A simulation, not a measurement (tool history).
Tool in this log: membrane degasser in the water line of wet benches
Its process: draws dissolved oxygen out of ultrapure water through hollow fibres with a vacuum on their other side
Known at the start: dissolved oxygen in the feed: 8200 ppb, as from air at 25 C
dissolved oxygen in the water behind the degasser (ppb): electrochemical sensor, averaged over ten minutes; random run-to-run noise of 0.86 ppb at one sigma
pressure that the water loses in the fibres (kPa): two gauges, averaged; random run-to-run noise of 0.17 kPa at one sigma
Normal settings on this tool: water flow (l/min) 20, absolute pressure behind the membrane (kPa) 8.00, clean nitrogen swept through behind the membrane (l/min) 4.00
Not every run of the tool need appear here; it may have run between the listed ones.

| run | day | water flow (l/min) | absolute pressure behind the membrane (kPa) | clean nitrogen swept through behind the membrane (l/min) | dissolved oxygen in the water behind the degasser (ppb) | pressure that the water loses in the fibres (kPa) |
|---|---|---|---|---|---|---|
| 1 | 0.000 | 20 | 8.00 | 4.00 | 81.6 | 27.77 |
| 2 | 5.425 | 20 | 8.00 | 4.00 | 79.6 | 28.08 |
| 3 | 11.908 | 20 | 8.00 | 4.00 | 80.9 | 27.87 |
| 4 | 17.092 | 20 | 5.72 | 4.00 | 52.8 | 27.80 |
| 5 | 21.667 | 20 | 5.72 | 4.00 | 53.2 | 27.84 |
| 6 | 24.829 | 20 | 5.72 | 4.00 | 53.0 | 27.85 |
| 7 | 30.383 | 20 | 8.00 | 3.72 | 85.1 | 27.83 |
| 8 | 34.092 | 20 | 8.00 | 3.72 | 86.0 | 27.96 |
| 9 | 37.779 | 20 | 7.58 | 3.72 | 79.9 | 27.86 |
| 10 | 43.350 | 20 | 7.58 | 3.72 | 82.0 | 27.78 |
| 11 | 47.608 | 20 | 7.58 | 3.72 | 81.6 | 28.02 |
| 12 | 50.838 | 20 | 8.00 | 6.67 | 56.8 | 28.17 |
| 13 | 54.788 | 20 | 8.00 | 6.67 | 58.2 | 28.12 |
| 14 | 58.717 | 20 | 13.72 | 4.00 | 147.5 | 27.85 |
| 15 | 63.854 | 20 | 8.00 | 4.00 | 80.4 | 27.64 |
| 16 | 67.833 | 20 | 8.00 | 4.00 | 80.8 | 27.97 |
| 17 | 75.204 | 20 | 8.00 | 4.00 | 81.7 | 27.92 |
| 18 | 78.417 | 16 | 8.00 | 4.00 | 57.5 | 22.26 |
| 19 | 84.629 | 26 | 14.37 | 1.72 | 417.5 | 36.47 |
| 20 | 87.942 | 14 | 18.23 | 3.15 | 164.2 | 19.22 |
| 21 | 95.096 | 16 | 6.33 | 5.35 | 34.4 | 22.09 |
| 22 | 98.421 | 23 | 6.33 | 11.51 | 50.1 | 31.91 |
| 23 | 103.742 | 29 | 17.14 | 4.00 | 300.3 | 40.27 |
| 24 | 109.858 | 20 | 13.11 | 9.02 | 76.5 | 27.75 |
| 25 | 114.500 | 20 | 6.52 | 3.82 | 64.8 | 27.78 |

Predict the results of run 26:
| 26 | 119.412 | 20 | 6.56 | 4.00 | ? | ? |

Run 26 gave dissolved oxygen in the water behind the degasser (ppb) 62.4, pressure that the water loses in the fibres (kPa) 27.98.
Were there no unlogged condition in the tool, this run, its random variation unchanged, would have produced dissolved oxygen in the water behind the degasser (ppb) 62.3, pressure that the water loses in the fibres (kPa) 27.98.
